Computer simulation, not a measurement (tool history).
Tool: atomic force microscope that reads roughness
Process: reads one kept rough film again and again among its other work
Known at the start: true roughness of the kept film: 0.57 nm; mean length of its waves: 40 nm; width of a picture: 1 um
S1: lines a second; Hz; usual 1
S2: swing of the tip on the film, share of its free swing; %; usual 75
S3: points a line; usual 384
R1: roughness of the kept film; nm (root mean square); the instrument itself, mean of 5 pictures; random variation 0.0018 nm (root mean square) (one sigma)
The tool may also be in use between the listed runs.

{"run": 1, "hour": 0.0, "S1": 1, "S2": 75, "S3": 384, "R1": 0.531}
{"run": 2, "hour": 9.4, "S1": 1, "S2": 75, "S3": 384, "R1": 0.535}
{"run": 3, "hour": 18.8, "S1": 1, "S2": 75, "S3": 384, "R1": 0.532}
{"run": 4, "hour": 24.5, "S1": 1, "S2": 75, "S3": 373, "R1": 0.53}
{"run": 5, "hour": 32.9, "S1": 1, "S2": 75, "S3": 384, "R1": 0.533}
{"run": 6, "hour": 41.1, "S1": 1, "S2": 75, "S3": 384, "R1": 0.533}
{"run": 7, "hour": 48.1, "S1": 1, "S2": 75, "S3": 543, "R1": 0.537}
{"run": 8, "hour": 55.0, "S1": 1, "S2": 75, "S3": 543, "R1": 0.533}
{"run": 9, "hour": 61.6, "S1": 1, "S2": 75, "S3": 543, "R1": 0.53}
{"run": 10, "hour": 73.1, "S1": 1, "S2": 75, "S3": 543, "R1": 0.532}
{"run": 11, "hour": 80.1, "S1": 1, "S2": 75, "S3": 384, "R1": 0.534}
{"hour": 87.6, "done": "new tip fitted"}
{"run": 12, "hour": 91.3, "S1": 1, "S2": 75, "S3": 384, "R1": 0.536}
{"run": 13, "hour": 97.0, "S1": 1, "S2": 75, "S3": 384, "R1": 0.537}
{"run": 14, "hour": 103.9, "S1": 1, "S2": 75, "S3": 384, "R1": 0.537}
{"run": 15, "hour": 109.5, "S1": 1, "S2": 75, "S3": 601, "R1": 0.538}
{"run": 16, "hour": 119.9, "S1": 1, "S2": 75, "S3": 601, "R1": 0.538}
{"hour": 121.5, "done": "height scale calibrated on a step standard"}
{"run": 17, "hour": 132.1, "S1": 1, "S2": 75, "S3": 601, "R1": 0.537}
{"run": 18, "hour": 139.5, "S1": 1, "S2": 75, "S3": 601, "R1": 0.535}
{"run": 19, "hour": 150.0, "S1": 1, "S2": 75, "S3": 601, "R1": 0.533}
{"run": 20, "hour": 155.9, "S1": 3.87, "S2": 75, "S3": 384, "R1": 0.478}
{"run": 21, "hour": 162.7, "S1": 3.87, "S2": 75, "S3": 384, "R1": 0.477}
{"run": 22, "hour": 172.3, "S1": 3.87, "S2": 75, "S3": 384, "R1": 0.475}
{"run": 23, "hour": 179.0, "S1": 3.87, "S2": 75, "S3": 384, "R1": 0.476}
{"run": 24, "hour": 185.6, "S1": 1, "S2": 75, "S3": 489, "R1": 0.53}
{"hour": 187.3, "done": "height scale calibrated on a step standard, once more"}
{"run": 25, "hour": 198.1, "S1": 1, "S2": 75, "S3": 384, "R1": 0.537}
{"run": 26, "hour": 206.8, "S1": 0.75, "S2": 75, "S3": 384, "R1": 0.542}
{"run": 27, "hour": 211.9, "S1": 0.75, "S2": 75, "S3": 384, "R1": 0.543}
{"run": 28, "hour": 222.7, "S1": 2.93, "S2": 78, "S3": 360, "R1": 0.486}
{"run": 29, "hour": 233.9, "S1": 1, "S2": 67, "S3": 384, "R1": 0.544}
{"run": 30, "hour": 241.8, "S1": 0.76, "S2": 72, "S3": 384, "R1": 0.544}
{"run": 31, "hour": 251.8, "S1": 0.76, "S2": 72, "S3": 384, "R1": 0.544}
{"run": 32, "hour": 260.6, "S1": 0.94, "S2": 76, "S3": 638, "R1": 0.538}
{"run": 33, "hour": 269.2, "S1": 0.94, "S2": 76, "S3": 638, "R1": 0.536}
{"run": 34, "hour": 277.0, "S1": 1.44, "S2": 57, "S3": 638, "R1": 0.549}
{"run": 35, "hour": 282.5, "S1": 1.44, "S2": 85, "S3": 638, "R1": 0.507}
{"run": 36, "hour": 290.7, "S1": 2.75, "S2": 60, "S3": 916, "R1": 0.535}
{"run": 37, "hour": 298.3, "S1": 1.2, "S2": 64, "S3": 471, "R1": 0.539}
{"run": 38, "hour": 307.5, "S1": 1, "S2": 65, "S3": 384, "R1": 0.543}
{"run": 39, "hour": 312.2, "S1": 1.76, "S2": 65, "S3": 289, "R1": 0.529}
{"run": 40, "hour": 322.2, "S1": 0.7, "S2": 75, "S3": 446, "R1": 0.541}
{"hour": 333.3, "done": "new tip fitted"}
{"run": 41, "hour": 334.2, "S1": 0.7, "S2": 75, "S3": 446, "R1": 0.544}
{"run": 42, "hour": 342.6, "S1": 3.36, "S2": 62, "S3": 1009, "R1": 0.526}
{"run": 43, "hour": 349.3, "S1": 3.36, "S2": 62, "S3": 1009, "R1": 0.526}
{"run": 44, "hour": 356.2, "S1": 1, "S2": 83, "S3": 269, "R1": 0.524}
{"run": 45, "hour": 364.3, "S1": 1, "S2": 83, "S3": 269, "R1": 0.523}
{"run": 46, "hour": 375.0, "S1": 1.32, "S2": 75, "S3": 287, "R1": 0.526}
{"run": 47, "hour": 385.5, "S1": 0.63, "S2": 84, "S3": 273, "R1": 0.529}
{"run": 48, "hour": 390.7, "S1": 1, "S2": 75, "S3": 907, "R1": 0.537}
{"run": 49, "hour": 402.4, "S1": 1, "S2": 75, "S3": 907, "R1": 0.537}
{"run": 50, "hour": 411.8, "S1": 1, "S2": 62, "S3": 797, "R1": 0.546}
{"run": 51, "hour": 420.1, "S1": 1.65, "S2": 63, "S3": 398, "R1": 0.541}
{"run": 52, "hour": 427.9, "S1": 0.71, "S2": 73, "S3": 423, "R1": 0.544}

Forecast each of these 4 alternatives for the next run:
{"run": "A", "hour": 437.2, "S1": 2.32, "S2": 79, "S3": 481, "R1": "?"}
{"run": "B", "hour": 437.2, "S1": 1.81, "S2": 73, "S3": 295, "R1": "?"}
{"run": "C", "hour": 437.2, "S1": 0.74, "S2": 79, "S3": 897, "R1": "?"}
{"run": "D", "hour": 437.2, "S1": 0.68, "S2": 89, "S3": 914, "R1": "?"}

run=A R1=0.497
run=B R1=0.518
run=C R1=0.536
run=D R1=0.526
Without the tool's hidden state the same runs would have given:
run=A R1=0.502
run=B R1=0.524
run=C R1=0.542
run=D R1=0.532
